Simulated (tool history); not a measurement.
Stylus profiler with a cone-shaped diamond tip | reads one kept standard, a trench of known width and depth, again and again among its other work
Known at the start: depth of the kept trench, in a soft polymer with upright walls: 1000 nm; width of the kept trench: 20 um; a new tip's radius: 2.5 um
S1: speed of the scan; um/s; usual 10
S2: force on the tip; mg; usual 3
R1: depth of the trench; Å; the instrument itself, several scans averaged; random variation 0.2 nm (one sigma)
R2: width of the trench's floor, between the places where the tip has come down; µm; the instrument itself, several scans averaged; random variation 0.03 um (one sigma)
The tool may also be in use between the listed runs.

Run 1, hour 0: usual settings. Result: R1 10142.4 Å, R2 15.94 µm.
Run 2, hour 32.2: usual settings but S2 4.75 mg. Result: R1 10198.9 Å, R2 15.91 µm.
Run 3, hour 72.8: usual settings but S2 4.99 mg. Result: R1 10202.5 Å, R2 15.84 µm.
Run 4, hour 142.2: usual settings but S1 35 um/s. Result: R1 10141.5 Å, R2 15.63 µm.
Run 5, hour 189.4: usual settings. Result: R1 10144.5 Å, R2 15.56 µm.
Run 6, hour 240.1: usual settings. Result: R1 10143 Å, R2 15.56 µm.
Run 7, hour 301.1: usual settings but S2 6.99 mg. Result: R1 10256.7 Å, R2 15.45 µm.
Run 8, hour 363.4: usual settings but S2 6.99 mg. Result: R1 10253 Å, R2 15.33 µm.
Run 9, hour 410.9: usual settings but S2 6.99 mg. Result: R1 10253.9 Å, R2 15.23 µm.
Run 10, hour 448.8: usual settings. Result: R1 10141.6 Å, R2 15.22 µm.
Run 11, hour 512.3: usual settings. Result: R1 10141.1 Å, R2 15.05 µm.
Run 12, hour 567.3: usual settings but S2 1.57 mg. Result: R1 10091.8 Å, R2 15.07 µm.
Run 13, hour 613.7: usual settings but S2 1.57 mg. Result: R1 10086.4 Å, R2 14.96 µm.
Run 14, hour 652.8: usual settings but S2 1.57 mg. Result: R1 10086.7 Å, R2 14.94 µm.
Run 15, hour 701.2: usual settings but S2 1.57 mg. Result: R1 10085.7 Å, R2 14.82 µm.
Run 16, hour 771.2: usual settings but S2 6.48 mg. Result: R1 10235.9 Å, R2 14.78 µm.
Run 17, hour 830.3: usual settings but S1 6 um/s. Result: R1 10131.8 Å, R2 14.69 µm.
Run 18, hour 892.1: usual settings but S1 6 um/s. Result: R1 10136.9 Å, R2 14.57 µm.
Run 19, hour 941.7: usual settings but S1 6 um/s. Result: R1 10136.1 Å, R2 14.55 µm.
Run 20, hour 993.3: usual settings but S1 6 um/s. Result: R1 10138.5 Å, R2 14.47 µm.
Run 21, hour 1021.7: usual settings. Result: R1 10129.9 Å, R2 14.39 µm.
Run 22, hour 1054: usual settings but S1 32 um/s, S2 6.28 mg. Result: R1 10232.1 Å, R2 14.35 µm.
Run 23, hour 1123.3: usual settings but S1 14 um/s, S2 2.54 mg. Result: R1 10120.6 Å, R2 14.31 µm.
Run 24, hour 1159.4: usual settings but S1 23 um/s, S2 3.39 mg. Result: R1 10146.9 Å, R2 14.22 µm.
Run 25, hour 1208.9: usual settings but S1 9 um/s. Result: R1 10128.4 Å, R2 14.19 µm.
Run 26, hour 1256.5: usual settings but S1 22 um/s, S2 2.73 mg. Result: R1 10124.2 Å, R2 14.09 µm.
Run 27, hour 1314.3: usual settings but S1 4 um/s, S2 4.08 mg. Result: R1 10163.1 Å, R2 14.09 µm.
Run 28, hour 1366.4: usual settings but S1 3 um/s, S2 7.49 mg. Result: R1 10254.8 Å, R2 14.06 µm.
Run 29, hour 1423.3: usual settings but S1 17 um/s, S2 1.37 mg. Result: R1 10069.4 Å, R2 13.94 µm.
Run 30, hour 1458.1: usual settings but S1 3 um/s, S2 1.55 mg. Result: R1 10074.9 Å, R2 13.94 µm.
Run 31, hour 1522.7: usual settings but S1 3 um/s, S2 1.55 mg. Result: R1 10077.6 Å, R2 13.84 µm.
Run 32, hour 1569.9: usual settings but S1 3 um/s, S2 7.41 mg. Result: R1 10248.3 Å, R2 13.78 µm.
Run 33, hour 1599.9: usual settings but S1 3 um/s, S2 7.41 mg. Result: R1 10247.6 Å, R2 13.78 µm.
Run 34, hour 1629.7: usual settings but S1 15 um/s, S2 7.25 mg. Result: R1 10245.8 Å, R2 13.73 µm.
Run 35, hour 1687.3: usual settings but S1 2 um/s, S2 1.08 mg. Result: R1 10057 Å, R2 13.65 µm.
Run 36, hour 1752.6: usual settings but S2 1.08 mg. Result: R1 10054.1 Å, R2 13.56 µm.
At hour 1779.6: new tip fitted, height scale calibrated.
Run 37, hour 1820.3: usual settings but S2 1.08 mg. Result: R1 10076.1 Å, R2 15.82 µm.
Run 38, hour 1864.7: usual settings but S1 13 um/s. Result: R1 10149.9 Å, R2 15.76 µm.
Run 39, hour 1917.7: usual settings but S1 20 um/s, S2 6.93 mg. Result: R1 10259.4 Å, R2 15.62 µm.
Run 40, hour 1982.3: usual settings but S1 26 um/s, S2 2.06 mg. Result: R1 10115 Å, R2 15.51 µm.
Run 41, hour 2011.9: usual settings but S1 26 um/s, S2 3.52 mg. Result: R1 10165 Å, R2 15.5 µm.
Run 42, hour 2064.8: usual settings but S1 4 um/s, S2 3.61 mg. Result: R1 10166.7 Å, R2 15.47 µm.

Forecast each of these 5 alternatives for the next run:
Run A, hour 2120.9: usual settings but S1 4 um/s, S2 3.14 mg. Result: R1 ?, R2 ?.
Run B, hour 2120.9: usual settings but S1 24 um/s, S2 3.36 mg. Result: R1 ?, R2 ?.
Run C, hour 2120.9: usual settings but S1 36 um/s. Result: R1 ?, R2 ?.
Run D, hour 2120.9: usual settings but S1 3 um/s, S2 6.07 mg. Result: R1 ?, R2 ?.
Run E, hour 2120.9: usual settings but S1 4 um/s, S2 6.52 mg. Result: R1 ?, R2 ?.

run       R1     R2
  A  10152.4  15.34
  B  10158.4  15.33
  C  10147.7  15.32
  D  10237.9  15.38
  E  10243.4  15.38
Without the tool's hidden state the same runs would have given:
run       R1     R2
  A  10153.7  15.96
  B  10159.6  15.95
  C  10148.9  15.94
  D  10239.1     16
  E  10244.7     16
